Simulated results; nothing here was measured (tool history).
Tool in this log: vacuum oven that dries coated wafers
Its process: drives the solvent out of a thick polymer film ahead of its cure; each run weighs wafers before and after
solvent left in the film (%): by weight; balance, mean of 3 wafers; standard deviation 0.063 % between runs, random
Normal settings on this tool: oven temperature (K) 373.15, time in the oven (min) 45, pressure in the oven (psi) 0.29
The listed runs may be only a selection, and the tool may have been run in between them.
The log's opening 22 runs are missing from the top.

{"run": 23, "day": 24.875, "oven temperature (K)": 373.15, "time in the oven (min)": 45, "pressure in the oven (psi)": 0.821, "solvent left in the film (%)": 9.44}
{"run": 24, "day": 25.846, "oven temperature (K)": 359.15, "time in the oven (min)": 32, "pressure in the oven (psi)": 0.177, "solvent left in the film (%)": 12.09}
{"run": 25, "day": 27.067, "oven temperature (K)": 359.15, "time in the oven (min)": 32, "pressure in the oven (psi)": 0.177, "solvent left in the film (%)": 12.25}
{"day": 28.354, "done": "oven's thermocouples calibrated, once more"}
{"run": 26, "day": 28.488, "oven temperature (K)": 361.15, "time in the oven (min)": 22, "pressure in the oven (psi)": 0.29, "solvent left in the film (%)": 13.97}
{"day": 28.829, "done": "vacuum gauge cleaned of residue and calibrated"}
{"run": 27, "day": 29.233, "oven temperature (K)": 361.15, "time in the oven (min)": 22, "pressure in the oven (psi)": 0.29, "solvent left in the film (%)": 13.53}
{"run": 28, "day": 29.921, "oven temperature (K)": 361.15, "time in the oven (min)": 22, "pressure in the oven (psi)": 0.29, "solvent left in the film (%)": 13.5}
{"run": 29, "day": 30.592, "oven temperature (K)": 368.15, "time in the oven (min)": 37, "pressure in the oven (psi)": 0.669, "solvent left in the film (%)": 11.24}
{"run": 30, "day": 31.879, "oven temperature (K)": 382.15, "time in the oven (min)": 31, "pressure in the oven (psi)": 1.094, "solvent left in the film (%)": 8.54}
{"run": 31, "day": 33.362, "oven temperature (K)": 382.15, "time in the oven (min)": 31, "pressure in the oven (psi)": 1.094, "solvent left in the film (%)": 8.48}
{"run": 32, "day": 34.925, "oven temperature (K)": 378.15, "time in the oven (min)": 45, "pressure in the oven (psi)": 0.429, "solvent left in the film (%)": 5.03}
{"run": 33, "day": 35.912, "oven temperature (K)": 367.15, "time in the oven (min)": 45, "pressure in the oven (psi)": 0.328, "solvent left in the film (%)": 8.34}
{"run": 34, "day": 37.333, "oven temperature (K)": 363.15, "time in the oven (min)": 56, "pressure in the oven (psi)": 0.493, "solvent left in the film (%)": 10.18}
{"run": 35, "day": 38.129, "oven temperature (K)": 363.15, "time in the oven (min)": 56, "pressure in the oven (psi)": 0.493, "solvent left in the film (%)": 10.19}
{"run": 36, "day": 39.354, "oven temperature (K)": 370.15, "time in the oven (min)": 71, "pressure in the oven (psi)": 0.151, "solvent left in the film (%)": 3.69}
{"run": 37, "day": 40.15, "oven temperature (K)": 370.15, "time in the oven (min)": 71, "pressure in the oven (psi)": 0.151, "solvent left in the film (%)": 3.59}
{"run": 38, "day": 41.5, "oven temperature (K)": 369.15, "time in the oven (min)": 47, "pressure in the oven (psi)": 0.381, "solvent left in the film (%)": 7.74}
{"run": 39, "day": 42.292, "oven temperature (K)": 373.15, "time in the oven (min)": 45, "pressure in the oven (psi)": 0.922, "solvent left in the film (%)": 9.94}
{"run": 40, "day": 43.008, "oven temperature (K)": 373.15, "time in the oven (min)": 45, "pressure in the oven (psi)": 0.922, "solvent left in the film (%)": 9.89}
{"run": 41, "day": 44.425, "oven temperature (K)": 373.15, "time in the oven (min)": 45, "pressure in the oven (psi)": 0.922, "solvent left in the film (%)": 9.7}
{"run": 42, "day": 45.817, "oven temperature (K)": 373.15, "time in the oven (min)": 29, "pressure in the oven (psi)": 0.46, "solvent left in the film (%)": 9.26}
{"run": 43, "day": 47.021, "oven temperature (K)": 373.15, "time in the oven (min)": 29, "pressure in the oven (psi)": 0.46, "solvent left in the film (%)": 9.03}
{"run": 44, "day": 48.404, "oven temperature (K)": 373.15, "time in the oven (min)": 29, "pressure in the oven (psi)": 0.46, "solvent left in the film (%)": 9.26}
{"run": 45, "day": 49.533, "oven temperature (K)": 373.15, "time in the oven (min)": 29, "pressure in the oven (psi)": 0.46, "solvent left in the film (%)": 9.13}
{"run": 46, "day": 50.621, "oven temperature (K)": 374.15, "time in the oven (min)": 23, "pressure in the oven (psi)": 0.29, "solvent left in the film (%)": 9.1}

4 ways to go on from here, each from the tool as it stands after run 46. What would each give?
{"run": "A", "day": 51.433, "oven temperature (K)": 381.15, "time in the oven (min)": 62, "pressure in the oven (psi)": 0.519, "solvent left in the film (%)": "?"}
{"run": "B", "day": 51.433, "oven temperature (K)": 378.15, "time in the oven (min)": 45, "pressure in the oven (psi)": 0.937, "solvent left in the film (%)": "?"}
{"run": "C", "day": 51.433, "oven temperature (K)": 361.15, "time in the oven (min)": 23, "pressure in the oven (psi)": 0.29, "solvent left in the film (%)": "?"}
{"run": "D", "day": 51.433, "oven temperature (K)": 378.15, "time in the oven (min)": 45, "pressure in the oven (psi)": 0.934, "solvent left in the film (%)": "?"}

run=A solvent_left_in_the_film_(%)=3.73
run=B solvent_left_in_the_film_(%)=7.8
run=C solvent_left_in_the_film_(%)=13.33
run=D solvent_left_in_the_film_(%)=7.91
Without the tool's hidden state the same runs would have given:
run=A solvent_left_in_the_film_(%)=3.81
run=B solvent_left_in_the_film_(%)=7.99
run=C solvent_left_in_the_film_(%)=13.47
run=D solvent_left_in_the_film_(%)=8.11
